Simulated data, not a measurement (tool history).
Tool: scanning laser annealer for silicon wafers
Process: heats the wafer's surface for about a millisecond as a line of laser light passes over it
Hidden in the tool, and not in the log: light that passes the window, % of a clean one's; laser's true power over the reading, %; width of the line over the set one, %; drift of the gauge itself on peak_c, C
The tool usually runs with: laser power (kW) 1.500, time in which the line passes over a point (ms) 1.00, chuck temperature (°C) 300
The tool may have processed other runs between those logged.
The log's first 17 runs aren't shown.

run   hour  laser power (kW)  time in which the line passes over a point (ms)  chuck temperature (°C)  hours of work since the window was cleaned  hours of work since the power meter was calibrated  hours of work since the optics were aligned  highest temperature of the surface (°C)
 18  394.2             1.577                                             0.99                     300                                          16                                                1085                                          156                                     1157
 19  407.9             1.453                                             0.79                     262                                          26                                                1096                                          167                                      962
 20  438.4             1.453                                             0.70                     329                                          50                                                1119                                          190                                      982
 21  465.5             1.453                                             0.70                     329                                          70                                                1140                                          210                                      982
 22  481.7             1.453                                             0.70                     329                                          82                                                1152                                          223                                      981
 23  498.1             1.453                                             0.70                     329                                          95                                                1164                                          235                                      984
 24  523.7             1.517                                             0.99                     312                                         114                                                1184                                          255                                     1137
 25  541.0             1.555                                             0.99                     311                                         128                                                1197                                          268                                     1156
 26  564.3             1.568                                             0.75                     317                                         145                                                1215                                          285                                     1050
 27  594.4             1.568                                             0.75                     317                                         168                                                1237                                          308                                     1049
 28  622.8             1.568                                             0.75                     317                                         190                                                1259                                          330                                     1049
 29  644.0             1.568                                             1.04                     317                                         206                                                1275                                          346                                     1190
 30  664.7             1.621                                             0.78                     273                                         221                                                1291                                          362                                     1048
 31  682.1             1.621                                             0.78                     273                                         235                                                1304                                          375                                     1050
 32  714.6             1.303                                             1.04                     291                                         259                                                1329                                          399                                     1012
 33  732.4             1.303                                             0.82                     291                                         273                                                1342                                          413                                      928
 34  762.3             1.303                                             0.82                     291                                         296                                                1365                                          436                                      928
 35  793.9             1.384                                             1.00                     297                                         319                                                1389                                          460                                     1053

Below are 4 alternative next runs, each starting from the tool's condition after run 35. Predict each:
  A  817.6             1.384                                             1.05                     297                                         338                                                1407                                          478                                        ?
  B  817.6             1.469                                             1.00                     300                                         338                                                1407                                          478                                        ?
  C  817.6             1.609                                             0.94                     316                                         338                                                1407                                          478                                        ?
  D  817.6             1.614                                             0.98                     275                                         338                                                1407                                          478                                        ?

run  highest temperature of the surface (°C)
  A                                     1070
  B                                     1102
  C                                     1165
  D                                     1150
The same runs, with their run-to-run variation unchanged, on a tool lacking any hidden condition would have given:
run  highest temperature of the surface (°C)
  A                                     1070
  B                                     1102
  C                                     1165
  D                                     1150
